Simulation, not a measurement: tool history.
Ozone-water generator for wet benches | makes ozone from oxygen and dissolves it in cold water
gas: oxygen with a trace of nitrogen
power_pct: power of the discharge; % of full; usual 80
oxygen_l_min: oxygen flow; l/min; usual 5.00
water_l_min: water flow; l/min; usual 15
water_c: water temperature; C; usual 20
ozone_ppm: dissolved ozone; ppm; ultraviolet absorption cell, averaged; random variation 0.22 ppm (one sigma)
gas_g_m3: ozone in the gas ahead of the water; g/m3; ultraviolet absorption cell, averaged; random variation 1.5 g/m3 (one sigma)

run,hour,power_pct,oxygen_l_min,water_l_min,water_c,ozone_ppm,gas_g_m3
1,0.0,80,5.00,15,20,32.0,288.5
2,58.9,80,5.00,15,20,32.4,287.8
3,114.5,80,5.00,15,20,32.3,289.9
4,177.1,80,7.64,15,20,28.9,216.4
5,263.6,80,7.64,15,20,29.2,213.5
6,338.1,80,7.64,15,20,28.9,214.2
7,379.5,80,7.64,15,20,28.9,214.6
8,449.6,80,7.64,15,20,29.0,213.5
9,529.1,80,7.64,15,20,28.5,213.2
10,582.1,80,7.64,15,20,28.8,212.2
11,623.5,80,5.00,15,22,31.5,287.4
12,693.2,86,5.00,15,20,34.7,305.1
13,734.5,86,5.00,15,20,34.3,303.3
14,808.3,86,5.00,15,20,34.7,305.1
15,896.4,86,5.00,15,20,34.4,305.5
16,965.5,89,5.00,16,20,34.4,314.7
17,1036.5,48,2.80,15,20,22.1,266.6
18,1120.4,40,5.31,11,20,21.4,143.8
19,1172.4,40,5.31,11,20,21.1,143.4
20,1242.5,80,6.54,15,13,34.2,235.7
21,1328.6,80,6.54,10,16,43.2,235.3
22,1418.8,80,3.60,15,20,34.7,353.8
23,1498.0,80,3.88,21,20,24.6,335.5
24,1584.0,80,3.88,21,20,24.5,336.8
25,1652.3,80,3.88,21,20,24.6,334.8
26,1707.3,80,3.54,9,23,49.1,359.0
27,1762.3,80,3.54,9,23,48.6,359.5
28,1836.6,54,3.54,9,26,32.3,249.2

Taken out of this log: 1 entry between the listed runs. Where each belongs, and how the hidden state differs across it:
Between runs 24 and 25: water thermometer calibrated (hour 1589.5)
  drift of the gauge itself on gas_g_m3, %: -2.33 -> -2.43
  measured less the result without the state, gas_g_m3: -8.2 -> -8.5 g/m3
